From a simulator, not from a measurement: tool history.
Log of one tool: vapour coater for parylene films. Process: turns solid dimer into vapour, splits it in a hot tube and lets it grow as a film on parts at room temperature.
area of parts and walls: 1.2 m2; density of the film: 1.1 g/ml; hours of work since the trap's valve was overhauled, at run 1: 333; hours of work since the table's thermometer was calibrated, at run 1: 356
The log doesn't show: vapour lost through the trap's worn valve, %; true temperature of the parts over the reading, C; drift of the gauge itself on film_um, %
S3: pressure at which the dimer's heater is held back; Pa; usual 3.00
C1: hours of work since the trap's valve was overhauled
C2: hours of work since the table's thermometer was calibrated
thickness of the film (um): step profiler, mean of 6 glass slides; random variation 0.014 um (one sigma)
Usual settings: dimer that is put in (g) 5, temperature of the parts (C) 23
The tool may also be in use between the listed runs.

{"run": 1, "hour": 0.0, "dimer that is put in (g)": 5, "temperature of the parts (C)": 23, "S3": 3.0, "C1": 333, "C2": 356, "thickness of the film (um)": 2.14}
{"run": 2, "hour": 12.2, "dimer that is put in (g)": 5, "temperature of the parts (C)": 23, "S3": 3.0, "C1": 343, "C2": 366, "thickness of the film (um)": 2.13}
{"run": 3, "hour": 28.1, "dimer that is put in (g)": 5, "temperature of the parts (C)": 23, "S3": 3.0, "C1": 356, "C2": 380, "thickness of the film (um)": 2.13}
{"run": 4, "hour": 39.1, "dimer that is put in (g)": 5, "temperature of the parts (C)": 23, "S3": 3.0, "C1": 365, "C2": 389, "thickness of the film (um)": 2.11}
{"run": 5, "hour": 57.1, "dimer that is put in (g)": 5, "temperature of the parts (C)": 30, "S3": 3.0, "C1": 380, "C2": 403, "thickness of the film (um)": 1.79}
{"run": 6, "hour": 71.2, "dimer that is put in (g)": 5, "temperature of the parts (C)": 30, "S3": 3.0, "C1": 391, "C2": 415, "thickness of the film (um)": 1.78}
{"hour": 89.4, "done": "trap's valve overhauled"}
{"run": 7, "hour": 89.4, "dimer that is put in (g)": 5, "temperature of the parts (C)": 30, "S3": 3.0, "C1": 0, "C2": 427, "thickness of the film (um)": 1.95}
{"run": 8, "hour": 100.9, "dimer that is put in (g)": 5, "temperature of the parts (C)": 30, "S3": 3.0, "C1": 10, "C2": 436, "thickness of the film (um)": 1.96}
{"run": 9, "hour": 122.6, "dimer that is put in (g)": 5, "temperature of the parts (C)": 23, "S3": 3.0, "C1": 27, "C2": 454, "thickness of the film (um)": 2.33}
{"run": 10, "hour": 141.1, "dimer that is put in (g)": 5, "temperature of the parts (C)": 23, "S3": 3.0, "C1": 43, "C2": 469, "thickness of the film (um)": 2.29}
{"run": 11, "hour": 162.6, "dimer that is put in (g)": 5, "temperature of the parts (C)": 23, "S3": 3.0, "C1": 60, "C2": 487, "thickness of the film (um)": 2.33}
{"run": 12, "hour": 175.7, "dimer that is put in (g)": 5, "temperature of the parts (C)": 23, "S3": 3.0, "C1": 71, "C2": 498, "thickness of the film (um)": 2.29}
{"run": 13, "hour": 187.6, "dimer that is put in (g)": 5, "temperature of the parts (C)": 23, "S3": 9.26, "C1": 81, "C2": 507, "thickness of the film (um)": 1.81}
{"run": 14, "hour": 201.1, "dimer that is put in (g)": 5, "temperature of the parts (C)": 23, "S3": 3.0, "C1": 92, "C2": 518, "thickness of the film (um)": 2.26}
{"run": 15, "hour": 212.8, "dimer that is put in (g)": 4, "temperature of the parts (C)": 20, "S3": 6.02, "C1": 102, "C2": 528, "thickness of the film (um)": 1.69}
{"run": 16, "hour": 227.4, "dimer that is put in (g)": 3, "temperature of the parts (C)": 31, "S3": 6.02, "C1": 114, "C2": 540, "thickness of the film (um)": 0.96}
{"run": 17, "hour": 240.5, "dimer that is put in (g)": 6, "temperature of the parts (C)": 27, "S3": 3.0, "C1": 124, "C2": 551, "thickness of the film (um)": 2.46}
{"run": 18, "hour": 260.4, "dimer that is put in (g)": 9, "temperature of the parts (C)": 22, "S3": 11.22, "C1": 141, "C2": 567, "thickness of the film (um)": 3.18}
{"run": 19, "hour": 281.6, "dimer that is put in (g)": 9, "temperature of the parts (C)": 19, "S3": 6.75, "C1": 158, "C2": 585, "thickness of the film (um)": 3.75}
{"run": 20, "hour": 294.3, "dimer that is put in (g)": 3, "temperature of the parts (C)": 23, "S3": 8.12, "C1": 169, "C2": 595, "thickness of the film (um)": 1.07}
{"run": 21, "hour": 313.7, "dimer that is put in (g)": 5, "temperature of the parts (C)": 19, "S3": 8.12, "C1": 185, "C2": 611, "thickness of the film (um)": 2.01}
{"run": 22, "hour": 332.7, "dimer that is put in (g)": 5, "temperature of the parts (C)": 23, "S3": 3.0, "C1": 200, "C2": 627, "thickness of the film (um)": 2.22}
{"run": 23, "hour": 349.4, "dimer that is put in (g)": 5, "temperature of the parts (C)": 23, "S3": 3.0, "C1": 214, "C2": 640, "thickness of the film (um)": 2.18}
{"run": 24, "hour": 369.7, "dimer that is put in (g)": 5, "temperature of the parts (C)": 23, "S3": 3.0, "C1": 231, "C2": 657, "thickness of the film (um)": 2.22}
{"run": 25, "hour": 379.0, "dimer that is put in (g)": 5, "temperature of the parts (C)": 23, "S3": 2.43, "C1": 238, "C2": 665, "thickness of the film (um)": 2.28}
{"run": 26, "hour": 399.5, "dimer that is put in (g)": 8, "temperature of the parts (C)": 23, "S3": 3.0, "C1": 255, "C2": 682, "thickness of the film (um)": 3.51}
{"run": 27, "hour": 416.7, "dimer that is put in (g)": 2, "temperature of the parts (C)": 16, "S3": 5.29, "C1": 269, "C2": 696, "thickness of the film (um)": 0.92}
{"run": 28, "hour": 428.6, "dimer that is put in (g)": 2, "temperature of the parts (C)": 17, "S3": 4.68, "C1": 279, "C2": 706, "thickness of the film (um)": 0.93}

Hidden state or all else? Some run-to-run changes of thickness of the film (um), split into what the settings, what came in and random variation would give without the hidden state, and what is left for the hidden state (with any gauge scatter that isn't in both results):
Run 6 -> 7: trap's valve overhauled. thickness of the film (um) +0.17: hidden state +0.18, all else -0.01.
Run 19 -> 20: dimer that is put in (g) 9 -> 3, temperature of the parts (C) 19 -> 23, S3 6.75 -> 8.12. thickness of the film (um) -2.68: hidden state +0.12, all else -2.80.
Run 26 -> 27: dimer that is put in (g) 8 -> 2, temperature of the parts (C) 23 -> 16, S3 3.00 -> 5.29. thickness of the film (um) -2.59: hidden state +0.19, all else -2.78.
